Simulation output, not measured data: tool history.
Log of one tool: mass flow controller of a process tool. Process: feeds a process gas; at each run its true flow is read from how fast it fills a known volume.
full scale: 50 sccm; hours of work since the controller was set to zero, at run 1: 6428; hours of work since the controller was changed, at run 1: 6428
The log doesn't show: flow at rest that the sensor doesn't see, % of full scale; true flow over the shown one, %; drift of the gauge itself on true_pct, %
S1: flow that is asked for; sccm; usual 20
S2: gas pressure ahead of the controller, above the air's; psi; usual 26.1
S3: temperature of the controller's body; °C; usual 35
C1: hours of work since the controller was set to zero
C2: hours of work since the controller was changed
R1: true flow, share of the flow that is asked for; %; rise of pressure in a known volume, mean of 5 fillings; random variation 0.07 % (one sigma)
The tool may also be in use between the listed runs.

run     hour  S1    S2  S3    C1     C2     R1
  1      0.0  20  26.1  35  6428   6428  98.42
  2    357.6  20  26.1  35  6611   6611  98.39
  3    661.9  20  26.1  29  6768   6768  98.54
  4    928.7  20  26.1  29  6905   6905  98.70
  5   1170.3  20  26.1  29  7029   7029  98.68
  6   1605.7  20  26.1  35  7253   7253  98.54
  7   1840.4  20  40.5  35  7373   7373  98.79
  8   2188.0  20  40.5  35  7552   7552  98.82
  9   2603.2  20  40.5  35  7765   7765  98.77
 10   2854.1   5  40.5  35  7894   7894  98.16
 11   3203.3  20  26.1  35  8073   8073  98.44
 12   3519.4  20  26.1  35  8236   8236  98.48
 13   3857.2  20  26.1  35  8409   8409  98.49
 14   4306.6  20  26.1  35  8640   8640  98.35
 15   4523.1  20  26.1  35  8752   8752  98.38
      4730.6  -- controller's zero set anew
 16   4944.1  20  26.1  35   110   8968  98.47
 17   5221.2  20  26.1  35   252   9110  98.42
 18   5417.1  20  26.1  35   353   9211  98.40
 19   5801.8  20  26.1  35   550   9408  98.57
 20   6247.5  20  26.1  35   779   9637  98.49
 21   6501.3  20  26.1  35   910   9768  98.50
 22   6752.3  20  26.1  35  1039   9897  98.47
 23   7216.8  20  26.1  35  1277  10135  98.43
 24   7670.0  20  26.1  35  1510  10368  98.39
 25   7863.2  20  26.1  35  1610  10467  98.48
 26   8077.0  20  26.1  35  1719  10577  98.45
 27   8414.1  39  26.0  25  1893  10750  99.47
 28   8831.0  39  38.0  24  2107  10965  99.95
 29   9172.7  39  38.0  30  2282  11140  99.60
 30   9538.5  24  30.3  35  2470  11328  98.70
 31   9881.8  25  27.8  31  2647  11505  98.79
 32  10241.7  48  27.8  31  2832  11689  99.63
 33  10703.2  48  27.8  31  3069  11927  99.67
 34  11151.4  48  27.8  31  3299  12157  99.83
 35  11576.6  18  38.7  26  3517  12375  99.01
 36  11939.6  13  38.7  28  3704  12562  98.71
 37  12191.6  17  21.3  22  3833  12691  98.80
 38  12526.3  17  21.3  28  4005  12863  98.57
 39  12912.9  17  21.3  28  4204  13062  98.59
 40  13173.7  17  21.3  28  4338  13196  98.53
 41  13423.2  17  35.0  23  4466  13324  98.97
 42  13722.0  20  37.6  29  4620  13478  98.89
 43  14109.1  11  40.5  31  4819  13677  98.67
 44  14296.4   6  25.5  31  4915  13773  97.91
 45  14583.4   6  25.5  31  5062  13920  98.04
 46  14984.4   5  38.1  31  5268  14126  98.23
 47  15372.8   5  31.5  31  5468  14326  98.16
 48  15614.8   8  31.5  26  5592  14450  98.53
 49  16022.4   8  31.5  26  5802  14660  98.53

3 ways to go on from here, each from the tool as it stands after run 49. What would each give?
  A  16254.4  21  26.1  26  5921  14779   ?
  B  16254.4  13  23.4  29  5921  14779   ?
  C  16254.4  20  26.1  32  5921  14779   ?

run     R1
  A  98.81
  B  98.35
  C  98.57
Without the tool's hidden state the same runs would have given:
run     R1
  A  98.80
  B  98.34
  C  98.56

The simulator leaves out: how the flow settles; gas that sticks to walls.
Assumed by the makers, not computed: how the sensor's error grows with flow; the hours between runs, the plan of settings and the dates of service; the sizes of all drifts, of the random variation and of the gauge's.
